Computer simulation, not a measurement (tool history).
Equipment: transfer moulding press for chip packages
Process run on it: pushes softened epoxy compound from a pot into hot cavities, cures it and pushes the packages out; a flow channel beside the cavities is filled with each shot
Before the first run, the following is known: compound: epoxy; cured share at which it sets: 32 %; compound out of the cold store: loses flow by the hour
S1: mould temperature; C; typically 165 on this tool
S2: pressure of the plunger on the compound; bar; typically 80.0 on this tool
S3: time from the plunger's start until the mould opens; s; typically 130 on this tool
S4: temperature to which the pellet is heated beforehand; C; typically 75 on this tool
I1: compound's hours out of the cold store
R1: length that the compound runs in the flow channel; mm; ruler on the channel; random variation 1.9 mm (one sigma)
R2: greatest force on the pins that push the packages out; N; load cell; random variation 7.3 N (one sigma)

{"run": 1, "hour": 0.0, "S1": 165, "S2": 80.0, "S3": 130, "S4": 75, "I1": 23.2, "R1": 530, "R2": 498}
{"run": 2, "hour": 33.5, "S1": 165, "S2": 80.0, "S3": 130, "S4": 75, "I1": 17.3, "R1": 541, "R2": 599}
{"hour": 52.8, "done": "cavities cleaned with cleaning compound and waxed"}
{"run": 3, "hour": 71.9, "S1": 165, "S2": 80.0, "S3": 130, "S4": 75, "I1": 9.6, "R1": 560, "R2": 426}
{"hour": 99.3, "done": "plunger's sealing rings changed"}
{"run": 4, "hour": 133.5, "S1": 165, "S2": 80.0, "S3": 127, "S4": 75, "I1": 10.8, "R1": 570, "R2": 584}
{"hour": 147.4, "done": "cavities cleaned with cleaning compound and waxed"}
{"run": 5, "hour": 194.2, "S1": 165, "S2": 80.0, "S3": 130, "S4": 75, "I1": 35.2, "R1": 506, "R2": 509}
{"run": 6, "hour": 231.2, "S1": 165, "S2": 80.0, "S3": 130, "S4": 75, "I1": 39.8, "R1": 490, "R2": 569}
{"hour": 236.5, "done": "cavities cleaned with cleaning compound and waxed"}
{"run": 7, "hour": 271.5, "S1": 165, "S2": 80.0, "S3": 130, "S4": 75, "I1": 46.5, "R1": 475, "R2": 459}
{"run": 8, "hour": 303.6, "S1": 165, "S2": 80.0, "S3": 121, "S4": 75, "I1": 46.6, "R1": 476, "R2": 598}
{"hour": 325.6, "done": "cavities cleaned with cleaning compound and waxed"}
{"hour": 355.4, "done": "mould's thermocouples calibrated"}
{"run": 9, "hour": 364.5, "S1": 165, "S2": 80.0, "S3": 121, "S4": 75, "I1": 11.5, "R1": 560, "R2": 549}
{"hour": 394.9, "done": "plunger's sealing rings changed"}
{"run": 10, "hour": 411.0, "S1": 165, "S2": 67.0, "S3": 130, "S4": 75, "I1": 44.0, "R1": 448, "R2": 570}
{"hour": 422.1, "done": "cavities cleaned with cleaning compound and waxed"}
{"run": 11, "hour": 449.3, "S1": 165, "S2": 67.0, "S3": 130, "S4": 71, "I1": 25.9, "R1": 488, "R2": 453}
{"run": 12, "hour": 499.4, "S1": 165, "S2": 67.0, "S3": 147, "S4": 84, "I1": 30.4, "R1": 473, "R2": 534}
{"hour": 511.5, "done": "cavities cleaned with cleaning compound and waxed"}
{"hour": 540.0, "done": "mould's thermocouples calibrated, once more"}
{"run": 13, "hour": 562.5, "S1": 165, "S2": 97.5, "S3": 159, "S4": 75, "I1": 47.4, "R1": 520, "R2": 468}
{"hour": 604.1, "done": "cavities cleaned with cleaning compound and waxed"}
{"run": 14, "hour": 616.1, "S1": 167, "S2": 89.5, "S3": 130, "S4": 74, "I1": 10.5, "R1": 588, "R2": 365}
{"hour": 687.2, "done": "plunger's sealing rings changed"}
{"run": 15, "hour": 687.4, "S1": 165, "S2": 61.0, "S3": 130, "S4": 78, "I1": 21.2, "R1": 467, "R2": 571}
{"hour": 693.9, "done": "cavities cleaned with cleaning compound and waxed"}
{"run": 16, "hour": 718.5, "S1": 165, "S2": 80.0, "S3": 116, "S4": 71, "I1": 30.0, "R1": 519, "R2": 458}
{"run": 17, "hour": 776.1, "S1": 165, "S2": 80.0, "S3": 116, "S4": 71, "I1": 30.6, "R1": 513, "R2": 616}
{"hour": 782.0, "done": "cavities cleaned with cleaning compound and waxed"}
{"run": 18, "hour": 812.9, "S1": 165, "S2": 95.1, "S3": 130, "S4": 75, "I1": 35.2, "R1": 550, "R2": 461}

Alternative continuations, all from the tool just after run 18; predict every row:
{"hour": 871.3, "done": "cavities cleaned with cleaning compound and waxed"}
{"run": "A", "hour": 872.6, "S1": 172, "S2": 80.0, "S3": 122, "S4": 75, "I1": 11.4, "R1": "?", "R2": "?"}
{"hour": 871.3, "done": "cavities cleaned with cleaning compound and waxed"}
{"run": "B", "hour": 872.6, "S1": 171, "S2": 85.6, "S3": 148, "S4": 75, "I1": 37.3, "R1": "?", "R2": "?"}
{"hour": 871.3, "done": "cavities cleaned with cleaning compound and waxed"}
{"run": "C", "hour": 872.6, "S1": 165, "S2": 95.1, "S3": 130, "S4": 68, "I1": 30.0, "R1": "?", "R2": "?"}
{"hour": 871.3, "done": "cavities cleaned with cleaning compound and waxed"}
{"run": "D", "hour": 872.6, "S1": 165, "S2": 86.7, "S3": 130, "S4": 71, "I1": 12.1, "R1": "?", "R2": "?"}
{"hour": 871.3, "done": "cavities cleaned with cleaning compound and waxed"}
{"run": "E", "hour": 872.6, "S1": 165, "S2": 80.0, "S3": 130, "S4": 74, "I1": 15.9, "R1": "?", "R2": "?"}

run=A R1=540 R2=309
run=B R1=496 R2=308
run=C R1=559 R2=326
run=D R1=579 R2=328
run=E R1=548 R2=334
Without the tool's unlogged condition, the same runs would have read:
run=A R1=548 R2=299
run=B R1=504 R2=298
run=C R1=567 R2=314
run=D R1=588 R2=315
run=E R1=556 R2=321
